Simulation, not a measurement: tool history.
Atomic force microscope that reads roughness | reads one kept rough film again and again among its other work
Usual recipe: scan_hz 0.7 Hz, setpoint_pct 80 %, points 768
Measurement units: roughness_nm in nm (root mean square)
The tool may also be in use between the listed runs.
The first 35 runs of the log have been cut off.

run	day	scan_hz	setpoint_pct	points	pictures with this tip	hours of work since the height scale was calibrated	roughness_nm
36	15.125	0.7	71	768	162	65	3.1
37	15.688	0.7	59	322	188	73	3.105
38	16.25	3.274	61	322	214	80	2.901
39	16.65	3.274	78	304	232	86	2.562
40	17	0.578	80	421	248	90	2.947
41	17.579	0.578	80	421	275	98	2.921
# day 18.062: new tip fitted
42	18.154	0.578	80	421	5	105	3.353
43	18.762	2.176	86	350	33	114	2.859
44	19.358	2.176	86	350	60	122	2.849
45	19.762	0.818	84	768	79	127	3.12
46	20.383	0.818	84	768	107	135	3.13
47	20.917	2.093	71	359	132	142	2.944
48	21.375	1.509	71	459	153	148	3.001

Here are 4 independent what-if runs from the current tool condition. What would each one return?
A	21.904	0.734	80	768	177	156	?
B	21.904	1.509	62	459	177	156	?
C	21.904	1.422	80	263	177	156	?
D	21.904	3.985	86	274	177	156	?

run	roughness_nm
A	3.026
B	3.048
C	2.898
D	2.355
Had the tool no hidden state, the same runs would have come out as:
run	roughness_nm
A	3.336
B	3.361
C	3.195
D	2.596

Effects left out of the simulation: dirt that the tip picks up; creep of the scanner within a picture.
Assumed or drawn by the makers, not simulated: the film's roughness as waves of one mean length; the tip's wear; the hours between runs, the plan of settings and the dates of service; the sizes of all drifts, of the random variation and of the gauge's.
